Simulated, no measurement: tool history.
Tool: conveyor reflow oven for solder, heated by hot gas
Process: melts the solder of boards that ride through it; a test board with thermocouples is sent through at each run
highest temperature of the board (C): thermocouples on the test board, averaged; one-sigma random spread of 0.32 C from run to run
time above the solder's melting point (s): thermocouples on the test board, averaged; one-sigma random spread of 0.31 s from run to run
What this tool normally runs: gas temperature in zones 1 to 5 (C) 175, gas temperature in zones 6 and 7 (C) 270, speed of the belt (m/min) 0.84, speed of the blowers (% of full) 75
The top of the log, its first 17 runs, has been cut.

run	hour	gas temperature in zones 1 to 5 (C)	gas temperature in zones 6 and 7 (C)	speed of the belt (m/min)	speed of the blowers (% of full)	hours of work since the flux was cleaned out	hours of work since the belt drive was overhauled	hours of work since the thermocouples were changed	highest temperature of the board (C)	time above the solder's melting point (s)
18	420.8	175	279	0.84	75	48	675	328	256.5	45.5
19	452.2	163	270	0.739	69	69	697	349	250.2	44.1
20	479.6	163	270	0.997	55	88	715	368	231.2	17.8
21	493.7	163	270	0.997	55	97	725	377	231.5	17.6
22	507.9	181	270	0.997	55	107	734	387	237.7	25.6
23	535.2	177	270	0.908	55	125	753	405	240.8	30.8
24	550.5	168	273	0.97	83	136	763	416	245.7	31.4
25	577.3	161	270	0.84	75	154	781	434	245.8	35.5
26	596.1	175	283	0.755	67	166	794	446	261.9	53
27	619.7	165	267	0.84	81	182	810	462	246.1	36.6
28	641.7	165	272	0.849	75	197	824	477	248.2	37
29	670.9	165	272	0.849	75	217	844	497	247.4	36.9
30	693.4	175	282	0.75	75	232	859	512	263	54.2
31	716.3	180	282	0.75	75	247	875	527	263.8	56.5

What if the next run were any one of these 3? Each begins from the tool's condition after run 31:
A	737.7	180	262	0.75	75	262	889	542	?	?
B	737.7	171	281	0.949	75	262	889	542	?	?
C	737.7	180	277	0.854	60	262	889	542	?	?

run	highest temperature of the board (C)	time above the solder's melting point (s)
A	246.5	47.3
B	250.6	35.5
C	250.8	42.2
Without the tool's hidden state the same runs would have given:
run	highest temperature of the board (C)	time above the solder's melting point (s)
A	246.1	46.2
B	250.8	35
C	250.6	41.3

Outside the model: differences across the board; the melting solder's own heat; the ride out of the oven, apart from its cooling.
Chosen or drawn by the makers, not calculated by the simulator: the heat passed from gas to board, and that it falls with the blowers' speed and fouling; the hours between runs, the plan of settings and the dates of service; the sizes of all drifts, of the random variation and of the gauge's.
